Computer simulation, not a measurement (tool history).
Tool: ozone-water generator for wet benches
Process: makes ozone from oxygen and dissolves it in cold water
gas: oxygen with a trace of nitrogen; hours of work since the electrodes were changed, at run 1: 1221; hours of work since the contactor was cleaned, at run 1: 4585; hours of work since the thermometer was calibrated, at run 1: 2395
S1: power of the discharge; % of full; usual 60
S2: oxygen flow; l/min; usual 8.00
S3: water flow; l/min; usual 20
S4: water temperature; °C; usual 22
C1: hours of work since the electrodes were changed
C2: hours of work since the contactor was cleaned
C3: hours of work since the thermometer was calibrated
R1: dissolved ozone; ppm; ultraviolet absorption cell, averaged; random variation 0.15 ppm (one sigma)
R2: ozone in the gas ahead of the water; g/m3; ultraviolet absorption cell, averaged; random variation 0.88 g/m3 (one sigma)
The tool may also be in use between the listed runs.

run,day,S1,S2,S3,S4,C1,C2,C3,R1,R2
1,0.000,60,8.00,20,22,1221,4585,2395,17.9,142.2
2,3.083,60,8.00,20,22,1278,4642,2452,17.6,142.2
3,6.100,60,8.00,20,22,1334,4698,2507,17.7,140.8
4,8.454,90,8.00,20,22,1377,4741,2551,23.0,183.6
5,11.325,60,8.00,20,22,1430,4794,2604,17.3,141.9
6,14.467,60,8.00,20,22,1488,4852,2662,17.7,140.8
7,16.112,60,8.00,20,22,1518,4882,2692,17.9,141.7
8,18.004,60,8.00,19,22,1553,4917,2727,18.1,140.0
9,20.021,60,8.00,19,22,1590,4954,2764,18.2,141.3
10,22.083,60,8.00,19,22,1628,4992,2802,18.2,140.9
11,24.421,60,5.35,20,22,1672,5036,2845,17.6,171.1
12,25.979,55,5.35,20,22,1700,5064,2874,16.9,162.0
13,28.733,55,7.11,20,23,1751,5115,2925,16.2,140.5
14,31.725,60,8.73,20,21,1806,5170,2980,18.1,132.8
15,33.438,74,8.00,30,21,1838,5202,3011,15.6,160.5
16,34.942,74,10.74,30,21,1866,5230,3039,15.4,139.0
17,36.338,74,10.74,16,25,1891,5255,3065,20.5,138.7
18,39.129,60,8.00,26,19,1943,5307,3116,15.5,139.5
19,41.504,41,5.82,19,19,1987,5351,3160,15.3,128.7

3 ways to go on from here, each from the tool as it stands after run 19. What would each give?
A,43.050,60,8.00,20,29,2015,5379,3189,?,?
B,43.050,60,8.00,12,16,2015,5379,3189,?,?
C,43.050,43,8.00,15,22,2015,5379,3189,?,?

run,R1,R2
A,15.2,140.1
B,26.6,139.3
C,17.0,113.5
Without the tool's hidden state the same runs would have given:
run,R1,R2
A,16.5,144.5
B,28.5,143.7
C,18.1,116.1

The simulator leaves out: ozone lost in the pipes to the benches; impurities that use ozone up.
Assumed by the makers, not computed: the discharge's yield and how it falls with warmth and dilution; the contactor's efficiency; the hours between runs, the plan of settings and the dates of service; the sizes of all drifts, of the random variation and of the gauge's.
